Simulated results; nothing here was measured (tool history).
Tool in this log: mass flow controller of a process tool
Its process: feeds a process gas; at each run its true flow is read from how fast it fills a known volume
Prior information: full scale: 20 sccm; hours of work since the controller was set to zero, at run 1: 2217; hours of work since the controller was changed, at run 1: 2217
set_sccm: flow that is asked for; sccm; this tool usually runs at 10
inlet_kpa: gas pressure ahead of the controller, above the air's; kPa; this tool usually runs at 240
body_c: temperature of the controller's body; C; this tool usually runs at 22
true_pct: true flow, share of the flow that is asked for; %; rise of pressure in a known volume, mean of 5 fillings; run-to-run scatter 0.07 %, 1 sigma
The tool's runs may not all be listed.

run	day	set_sccm	inlet_kpa	body_c	hours of work since the controller was set to zero	hours of work since the controller was changed	true_pct
1	0.000	10	240	22	2217	2217	100.32
2	11.988	10	240	22	2425	2425	100.41
3	22.125	10	240	22	2602	2602	100.65
4	31.338	10	240	22	2762	2762	100.69
5	43.271	9	240	22	2969	2969	100.82
6	53.775	9	240	22	3152	3152	100.88
7	61.325	9	240	22	3283	3283	100.92
8	70.054	9	240	22	3435	3435	100.99
9	79.088	9	240	22	3592	3592	101.19
10	89.271	9	240	22	3769	3769	101.23
11	99.388	10	240	22	3945	3945	101.54
12	112.662	10	201	22	4176	4176	101.52
13	125.892	10	201	22	4406	4406	101.65
14	134.275	10	201	22	4552	4552	101.67
15	144.425	10	201	22	4728	4728	101.81
16	151.179	10	201	22	4846	4846	102.06
17	159.383	10	240	26	4988	4988	102.00
18	171.104	10	143	22	5192	5192	101.80
19	178.350	10	143	22	5318	5318	102.03
20	189.183	10	240	22	5506	5506	102.56
21	194.929	10	240	22	5606	5606	102.66
22	202.758	10	240	22	5743	5743	102.88
23	208.475	10	265	28	5842	5842	102.51
24	218.267	10	265	28	6012	6012	102.73
25	228.838	10	265	28	6196	6196	102.83
26	236.317	2	176	24	6326	6326	108.07
27	244.633	2	176	24	6471	6471	108.38
28	253.625	2	176	24	6627	6627	108.51
# day 256.267: controller exchanged for a calibrated one
29	265.688	2	149	24	164	164	97.43
30	278.908	2	229	22	394	394	98.45
31	285.092	2	229	22	501	501	98.59
32	297.229	2	229	22	712	712	99.03
33	304.667	2	275	32	842	842	98.83
34	311.225	10	266	22	956	956	99.78
35	320.542	6	193	22	1118	1118	99.02
36	330.925	3	240	39	1298	1298	98.57
37	338.979	10	240	30	1438	1438	99.40

Branching from run 37: 5 alternative next runs. What would each branch give?
A	345.629	13	279	22	1554	1554	?
B	345.629	7	222	36	1554	1554	?
C	345.629	10	240	23	1554	1554	?
D	345.629	10	156	30	1554	1554	?
E	345.629	8	277	33	1554	1554	?

run	true_pct
A	100.67
B	98.67
C	99.99
D	99.02
E	99.35
With no hidden state in the tool, these same runs would have given:
run	true_pct
A	99.51
B	97.19
C	98.72
D	97.75
E	97.95
